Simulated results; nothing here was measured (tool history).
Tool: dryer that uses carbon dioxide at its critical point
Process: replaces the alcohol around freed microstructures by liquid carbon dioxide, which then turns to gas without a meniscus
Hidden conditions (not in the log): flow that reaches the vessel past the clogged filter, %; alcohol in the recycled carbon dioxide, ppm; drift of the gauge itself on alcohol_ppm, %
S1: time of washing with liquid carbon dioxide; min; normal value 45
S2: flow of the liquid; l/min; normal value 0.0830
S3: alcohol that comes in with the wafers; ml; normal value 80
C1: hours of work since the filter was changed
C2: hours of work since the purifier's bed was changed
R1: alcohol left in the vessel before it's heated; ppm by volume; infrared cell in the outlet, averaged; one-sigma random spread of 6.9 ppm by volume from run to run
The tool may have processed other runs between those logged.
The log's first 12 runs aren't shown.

| run | hour | S1 | S2 | S3 | C1 | C2 | R1 |
|---|---|---|---|---|---|---|---|
| 13 | 456.8 | 45 | 0.0830 | 20 | 165 | 447 | 183 |
| 14 | 484.5 | 45 | 0.0580 | 80 | 176 | 457 | 2720 |
| 15 | 507.9 | 45 | 0.0830 | 80 | 185 | 466 | 503 |
| 16 | 554.6 | 45 | 0.0830 | 80 | 203 | 484 | 526 |
| 17 | 586.7 | 45 | 0.0830 | 80 | 215 | 496 | 536 |
| 18 | 615.9 | 45 | 0.0830 | 80 | 226 | 508 | 538 |
| 19 | 647.0 | 45 | 0.0830 | 80 | 238 | 519 | 542 |
| 20 | 682.0 | 45 | 0.0830 | 80 | 252 | 533 | 567 |
| 21 | 733.9 | 35 | 0.1180 | 80 | 271 | 553 | 326 |
| 22 | 762.2 | 57 | 0.0539 | 28 | 282 | 564 | 618 |
| 23 | 810.2 | 57 | 0.0539 | 28 | 301 | 582 | 645 |
| 24 | 841.7 | 57 | 0.0986 | 20 | 313 | 594 | 117 |
| 25 | 893.9 | 45 | 0.0518 | 27 | 333 | 614 | 1729 |
| 26 | 928.6 | 45 | 0.0518 | 27 | 346 | 627 | 1722 |
| 27 | 955.6 | 68 | 0.0555 | 28 | 356 | 638 | 305 |
| 28 | 976.7 | 45 | 0.0605 | 40 | 364 | 646 | 1450 |
| 29 | 1001.9 | 45 | 0.0605 | 40 | 374 | 655 | 1442 |
| 30 | 1025.5 | 55 | 0.0605 | 95 | 383 | 664 | 1435 |
| 31 | 1067.3 | 55 | 0.0605 | 95 | 399 | 680 | 1429 |
| 32 | 1107.4 | 66 | 0.0830 | 62 | 414 | 696 | 156 |
| 33 | 1140.1 | 66 | 0.0830 | 62 | 427 | 708 | 156 |
| 34 | 1185.5 | 56 | 0.0729 | 37 | 444 | 726 | 286 |
| 35 | 1235.6 | 56 | 0.0729 | 37 | 464 | 745 | 306 |
| 36 | 1266.8 | 44 | 0.0523 | 111 | 476 | 757 | 7968 |
| 37 | 1305.8 | 44 | 0.1279 | 64 | 490 | 772 | 168 |

Alternative continuations, all from the tool just after run 37; predict every row:
|  | 1320.6 | inlet filter changed |
| A | 1338.0 | 31 | 0.0633 | 80 | 7 | 784 | ? |
|  | 1320.6 | inlet filter changed |
| B | 1338.0 | 45 | 0.0937 | 80 | 7 | 784 | ? |
|  | 1320.6 | inlet filter changed |
| C | 1338.0 | 62 | 0.1156 | 46 | 7 | 784 | ? |
|  | 1320.6 | inlet filter changed |
| D | 1338.0 | 45 | 0.1041 | 115 | 7 | 784 | ? |

| run | R1 |
|---|---|
| A | 6495 |
| B | 280 |
| C | 143 |
| D | 216 |
Had the tool no hidden state, the same runs would have come out as:
| run | R1 |
|---|---|
| A | 6311 |
| B | 144 |
| C | 9 |
| D | 87 |
